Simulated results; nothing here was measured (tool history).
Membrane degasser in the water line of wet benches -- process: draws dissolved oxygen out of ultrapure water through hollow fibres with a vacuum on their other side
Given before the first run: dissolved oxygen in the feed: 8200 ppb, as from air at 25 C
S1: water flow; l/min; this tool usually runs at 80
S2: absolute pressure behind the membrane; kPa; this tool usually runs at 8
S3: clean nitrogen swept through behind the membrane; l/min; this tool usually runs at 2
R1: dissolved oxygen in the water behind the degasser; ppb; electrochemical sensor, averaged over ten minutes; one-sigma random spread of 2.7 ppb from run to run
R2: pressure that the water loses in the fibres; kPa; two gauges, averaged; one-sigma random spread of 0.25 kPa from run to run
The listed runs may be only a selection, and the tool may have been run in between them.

{"run": 1, "hour": 0.0, "S1": 80, "S2": 8, "S3": 2, "R1": 385.2, "R2": 67.17}
{"run": 2, "hour": 238.0, "S1": 92, "S2": 8, "S3": 2, "R1": 438.5, "R2": 76.86}
{"run": 3, "hour": 370.5, "S1": 92, "S2": 8, "S3": 2, "R1": 442.7, "R2": 76.85}
{"run": 4, "hour": 573.6, "S1": 80, "S2": 8, "S3": 2, "R1": 380, "R2": 66.49}
{"run": 5, "hour": 740.1, "S1": 80, "S2": 8, "S3": 1.8, "R1": 415.7, "R2": 66.98}
{"run": 6, "hour": 881.8, "S1": 80, "S2": 8, "S3": 1.8, "R1": 414.2, "R2": 67.17}
{"run": 7, "hour": 1043.0, "S1": 80, "S2": 8, "S3": 1.8, "R1": 417.8, "R2": 66.99}
{"run": 8, "hour": 1184.0, "S1": 80, "S2": 8, "S3": 3.39, "R1": 255, "R2": 66.53}
{"run": 9, "hour": 1352.6, "S1": 80, "S2": 8, "S3": 3.39, "R1": 251.4, "R2": 66.57}
{"run": 10, "hour": 1475.5, "S1": 80, "S2": 8, "S3": 3.39, "R1": 253, "R2": 66.5}
{"run": 11, "hour": 1686.3, "S1": 80, "S2": 8, "S3": 3.39, "R1": 254.7, "R2": 66.27}
{"run": 12, "hour": 1902.2, "S1": 80, "S2": 18.49, "S3": 3.39, "R1": 737.8, "R2": 66.45}
{"run": 13, "hour": 2157.0, "S1": 80, "S2": 18.49, "S3": 3.39, "R1": 741.3, "R2": 66.17}
{"run": 14, "hour": 2363.6, "S1": 108, "S2": 8, "S3": 2, "R1": 514.9, "R2": 90.04}
{"run": 15, "hour": 2571.9, "S1": 63, "S2": 8, "S3": 2, "R1": 312, "R2": 52.31}
{"run": 16, "hour": 2719.9, "S1": 63, "S2": 8, "S3": 2, "R1": 311.3, "R2": 52.05}
{"run": 17, "hour": 2973.1, "S1": 80, "S2": 8, "S3": 4.38, "R1": 203.4, "R2": 66.06}
{"run": 18, "hour": 3106.9, "S1": 48, "S2": 5.67, "S3": 4.38, "R1": 63.6, "R2": 39.48}
{"run": 19, "hour": 3328.9, "S1": 62, "S2": 8, "S3": 2.89, "R1": 226.9, "R2": 51.07}
{"run": 20, "hour": 3523.4, "S1": 62, "S2": 8, "S3": 2.89, "R1": 227.2, "R2": 51.52}
{"run": 21, "hour": 3671.4, "S1": 91, "S2": 13.16, "S3": 1.21, "R1": 1170.1, "R2": 75.01}
{"run": 22, "hour": 3855.2, "S1": 73, "S2": 19.18, "S3": 1.65, "R1": 1234.9, "R2": 60.19}
{"run": 23, "hour": 4011.0, "S1": 73, "S2": 19.18, "S3": 1.65, "R1": 1231.7, "R2": 59.91}
{"run": 24, "hour": 4170.8, "S1": 73, "S2": 19.18, "S3": 1.65, "R1": 1218, "R2": 60.19}
{"run": 25, "hour": 4276.1, "S1": 73, "S2": 19.18, "S3": 1.65, "R1": 1237.8, "R2": 60.3}
{"run": 26, "hour": 4527.1, "S1": 73, "S2": 18.58, "S3": 3.24, "R1": 703.9, "R2": 59.92}
{"hour": 4565.9, "done": "vacuum gauge calibrated"}
{"run": 27, "hour": 4678.5, "S1": 64, "S2": 19.55, "S3": 1.73, "R1": 1087.2, "R2": 52.51}
{"run": 28, "hour": 4911.9, "S1": 75, "S2": 8, "S3": 2, "R1": 362.2, "R2": 61.33}
{"run": 29, "hour": 5093.2, "S1": 80, "S2": 5.52, "S3": 0.94, "R1": 329.5, "R2": 65.78}
{"run": 30, "hour": 5246.4, "S1": 84, "S2": 13.62, "S3": 1.09, "R1": 1231.1, "R2": 68.84}
{"hour": 5441.0, "done": "membrane cartridge changed"}
{"run": 31, "hour": 5473.3, "S1": 84, "S2": 13.62, "S3": 1.09, "R1": 1238.5, "R2": 68.56}
{"run": 32, "hour": 5647.9, "S1": 84, "S2": 13.62, "S3": 1.09, "R1": 1217, "R2": 68.61}
{"run": 33, "hour": 5785.8, "S1": 105, "S2": 18.61, "S3": 1.37, "R1": 1742.5, "R2": 85.84}

Alternative continuations, all from the tool just after run 33; predict every row:
{"hour": 5811.4, "done": "seals of the vacuum lines changed"}
{"run": "A", "hour": 5989.9, "S1": 65, "S2": 8, "S3": 2, "R1": "?", "R2": "?"}
{"hour": 5811.4, "done": "seals of the vacuum lines changed"}
{"run": "B", "hour": 5989.9, "S1": 99, "S2": 8, "S3": 3.03, "R1": "?", "R2": "?"}
{"hour": 5811.4, "done": "seals of the vacuum lines changed"}
{"run": "C", "hour": 5989.9, "S1": 57, "S2": 7.9, "S3": 3.67, "R1": "?", "R2": "?"}

run=A R1=321.9 R2=53.35
run=B R1=352.7 R2=80.91
run=C R1=164.3 R2=46.34
Without the tool's unlogged condition, the same runs would have read:
run=A R1=321.9 R2=54.62
run=B R1=352.6 R2=82.84
run=C R1=164.2 R2=47.45
